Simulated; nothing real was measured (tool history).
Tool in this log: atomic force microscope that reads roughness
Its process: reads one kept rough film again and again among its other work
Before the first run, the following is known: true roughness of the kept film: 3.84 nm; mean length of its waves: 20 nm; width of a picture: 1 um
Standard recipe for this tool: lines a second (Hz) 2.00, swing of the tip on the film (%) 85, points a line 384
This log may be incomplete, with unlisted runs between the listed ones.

run,hour,lines a second (Hz),swing of the tip on the film (%),points a line,roughness of the kept film (nm (root mean square))
1,0.0,2.00,85,384,2.029
2,11.8,2.00,85,384,1.947
3,38.1,2.00,85,384,1.857
4,61.1,2.00,85,384,1.775
5,74.2,2.00,85,384,1.729
6,101.2,2.00,85,384,1.662
7,123.0,2.00,85,384,1.594
8,145.6,2.00,85,384,1.547
# hour 159.8: new tip fitted
9,172.9,2.00,85,887,2.564
10,191.6,2.00,85,384,2.417
11,206.5,2.00,85,384,2.320
12,224.8,2.00,63,384,2.449
13,252.0,2.00,63,384,2.317
14,279.0,2.00,85,384,1.989
15,299.7,2.00,85,384,1.917
16,327.0,2.00,85,384,1.815
17,353.6,2.00,85,384,1.742
18,369.5,0.61,85,384,1.859
19,383.5,2.00,85,384,1.640
20,395.3,2.00,85,722,1.632
21,408.6,2.00,85,384,1.577
22,424.6,2.00,85,384,1.540
# hour 440.2: new tip fitted
23,449.1,2.00,85,384,2.536
24,460.2,2.00,60,332,2.672
25,485.3,2.00,86,332,2.301
26,504.4,1.33,57,389,2.489
27,522.5,1.33,58,441,2.417
28,539.3,1.33,58,441,2.321
29,562.8,0.62,70,548,2.226
30,575.2,1.18,78,384,2.086
31,586.3,0.88,55,836,2.151
32,600.7,2.00,78,384,1.913
33,624.7,0.54,85,802,1.963
34,636.3,1.38,68,384,1.906
35,652.9,1.05,66,906,1.894
36,667.8,1.94,66,924,1.804
37,681.2,2.00,85,564,1.616
38,708.5,3.82,55,295,1.675
# hour 721.2: new tip fitted
39,732.7,3.82,55,295,2.712
40,759.0,3.27,78,384,2.294
41,777.8,2.00,85,335,2.236
42,803.2,1.02,79,399,2.313
43,825.5,2.32,79,399,2.065
44,842.1,2.32,79,399,2.014
45,863.9,2.32,79,399,1.903
46,877.6,2.32,81,451,1.843

4 options for the next run, each taken on its own from the tool as it stands now. Forecast them:
A,899.8,1.25,67,354,?
B,899.8,1.93,61,310,?
C,899.8,0.54,74,940,?
D,899.8,0.63,85,877,?

run,roughness of the kept film (nm (root mean square))
A,1.949
B,1.933
C,2.013
D,1.973
What these runs would have given with no unlogged condition in the tool:
run,roughness of the kept film (nm (root mean square))
A,2.870
B,2.849
C,2.964
D,2.908

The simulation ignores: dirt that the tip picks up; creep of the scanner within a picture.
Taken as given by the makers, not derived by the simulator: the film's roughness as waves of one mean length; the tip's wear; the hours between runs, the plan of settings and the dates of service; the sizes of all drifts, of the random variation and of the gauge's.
